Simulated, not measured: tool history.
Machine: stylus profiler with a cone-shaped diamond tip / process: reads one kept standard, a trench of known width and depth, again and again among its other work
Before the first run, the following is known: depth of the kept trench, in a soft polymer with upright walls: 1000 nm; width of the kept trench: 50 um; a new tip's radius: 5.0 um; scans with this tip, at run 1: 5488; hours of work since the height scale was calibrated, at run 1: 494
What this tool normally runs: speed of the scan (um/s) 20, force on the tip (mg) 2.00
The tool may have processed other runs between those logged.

run	hour	speed of the scan (um/s)	force on the tip (mg)	scans with this tip	hours of work since the height scale was calibrated	depth of the trench (angstrom)	width of the trench's floor (um)
1	0.0	20	2.00	5488	494	10092.0	40.60
2	52.2	20	2.00	5750	517	10088.9	40.47
3	113.3	31	2.00	6057	545	10088.5	40.25
4	155.6	31	2.00	6269	564	10084.0	40.19
5	207.4	31	2.00	6529	587	10086.7	40.04
6	258.8	22	2.00	6787	610	10082.3	39.95
7	285.7	22	2.00	6922	622	10085.5	39.92
8	330.1	22	2.00	7145	643	10085.6	39.81
9	375.7	22	2.00	7374	663	10082.6	39.70
10	410.8	22	2.00	7550	679	10085.6	39.60
11	440.0	20	2.00	7697	692	10084.6	39.57
12	498.6	20	2.00	7991	719	10078.5	39.45
13	546.4	20	2.00	8231	740	10077.6	39.33
14	587.8	20	2.22	8438	759	10094.5	39.20
15	612.9	20	2.22	8564	770	10085.7	39.16
# hour 634.8: new tip fitted, height scale calibrated
16	675.6	20	2.22	205	18	10126.7	43.67
17	719.7	20	2.22	426	38	10122.7	43.54
18	749.0	20	0.78	573	52	10055.4	43.34
19	789.9	8	2.00	779	70	10111.9	43.27
20	840.3	52	4.09	1031	93	10183.5	43.03
21	885.8	38	2.15	1260	113	10112.1	42.82
22	938.7	5	0.77	1525	137	10052.0	42.86
23	968.3	5	0.77	1674	151	10046.1	42.74
24	1023.3	29	1.12	1950	175	10065.6	42.39
25	1055.5	9	2.93	2112	190	10139.2	42.45
26	1090.3	9	2.93	2286	206	10140.6	42.27
27	1125.0	59	3.18	2461	221	10148.8	42.04

Some steps in depth of the trench (angstrom), run to run, broken into two amounts with sign: the step expected even without the hidden condition (settings, incoming material, random variation), and the rest, left for the hidden condition together with whatever gauge scatter is not in both the measured and the hidden-condition-free result:
The hidden state here: radius of the tip, um; height scale over the true one, %; drift of the gauge itself on depth_nm, %; drift of the gauge itself on floor_um, %.
Run 2 -> 3: speed of the scan (um/s) 20 -> 31. depth of the trench (angstrom) -0.4: hidden state -1.4, all else +1.0.
Run 15 -> 16: new tip fitted, height scale calibrated. depth of the trench (angstrom) +41.0: hidden state +37.1, all else +3.9.
Run 19 -> 20: speed of the scan (um/s) 8 -> 52, force on the tip (mg) 2.00 -> 4.09. depth of the trench (angstrom) +71.6: hidden state -1.3, all else +72.9.
Run 24 -> 25: speed of the scan (um/s) 29 -> 9, force on the tip (mg) 1.12 -> 2.93. depth of the trench (angstrom) +73.6: hidden state -0.9, all else +74.5.

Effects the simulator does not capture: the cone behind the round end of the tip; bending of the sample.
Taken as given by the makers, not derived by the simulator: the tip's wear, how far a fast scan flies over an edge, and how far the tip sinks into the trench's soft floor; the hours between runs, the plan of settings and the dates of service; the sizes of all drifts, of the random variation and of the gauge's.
